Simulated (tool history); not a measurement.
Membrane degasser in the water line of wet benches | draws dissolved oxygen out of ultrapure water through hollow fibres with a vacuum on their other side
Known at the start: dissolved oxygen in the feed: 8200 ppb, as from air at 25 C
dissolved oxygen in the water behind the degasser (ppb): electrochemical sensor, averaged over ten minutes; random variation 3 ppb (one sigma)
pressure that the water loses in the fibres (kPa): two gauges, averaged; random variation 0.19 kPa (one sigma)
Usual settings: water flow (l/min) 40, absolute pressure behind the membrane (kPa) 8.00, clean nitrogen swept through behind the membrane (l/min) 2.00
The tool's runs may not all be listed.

run	hour	water flow (l/min)	absolute pressure behind the membrane (kPa)	clean nitrogen swept through behind the membrane (l/min)	dissolved oxygen in the water behind the degasser (ppb)	pressure that the water loses in the fibres (kPa)
1	0.0	40	8.00	2.00	293.5	39.09
2	143.8	60	8.00	2.00	544.6	58.53
3	244.7	60	8.00	2.00	536.3	58.64
4	383.0	60	18.32	2.00	1088.4	59.25
5	521.1	60	18.32	2.00	1098.2	58.82
6	605.6	60	18.32	2.00	1079.8	58.66
7	701.1	60	18.32	2.00	1091.9	59.00
8	850.4	60	18.32	2.00	1076.5	58.67
9	971.8	60	18.32	2.00	1097.5	59.05
10	1044.9	60	18.32	2.00	1101.0	59.26
11	1185.9	60	18.32	2.00	1106.2	59.11
12	1257.9	26	8.00	2.00	162.8	25.88
13	1411.6	40	8.00	2.62	257.3	39.54
14	1563.8	41	6.16	5.38	156.2	40.54
15	1699.8	40	16.79	2.00	653.4	39.36
# hour 1784.6: vacuum gauge calibrated
16	1789.5	27	8.20	2.00	176.1	27.05
17	1862.6	27	8.20	2.00	176.4	26.60
18	2003.1	32	8.20	2.00	223.6	31.85
19	2093.8	40	6.04	1.30	267.9	39.98
20	2241.7	40	6.04	1.30	268.7	39.75
# hour 2381.5: seals of the vacuum lines changed
21	2388.4	32	14.90	1.09	720.5	31.52
22	2476.2	53	8.00	2.21	428.1	52.61
23	2542.4	47	5.09	0.83	333.5	47.10
24	2626.7	51	12.15	2.00	636.2	50.96

Some steps in pressure that the water loses in the fibres (kPa) between neighbouring runs. How much of each would the tool show without its hidden state too (settings, what came in, random variation), and how much is left for the hidden state, with any gauge scatter that isn't in both results?
The hidden state here: membrane still open, %; true pressure behind the membrane over the reading, kPa; air that leaks in behind the membrane, l/min; drift of the gauge itself on oxygen_ppb, %; drift of the gauge itself on loss_of_pressure_kpa, %.
Run 11 -> 12: water flow (l/min) 60 -> 26, absolute pressure behind the membrane (kPa) 18.32 -> 8.00. pressure that the water loses in the fibres (kPa) -33.23: hidden state -0.34, all else -32.89.
Run 21 -> 22: water flow (l/min) 32 -> 53, absolute pressure behind the membrane (kPa) 14.90 -> 8.00, clean nitrogen swept through behind the membrane (l/min) 1.09 -> 2.21. pressure that the water loses in the fibres (kPa) +21.09: hidden state +0.48, all else +20.61.
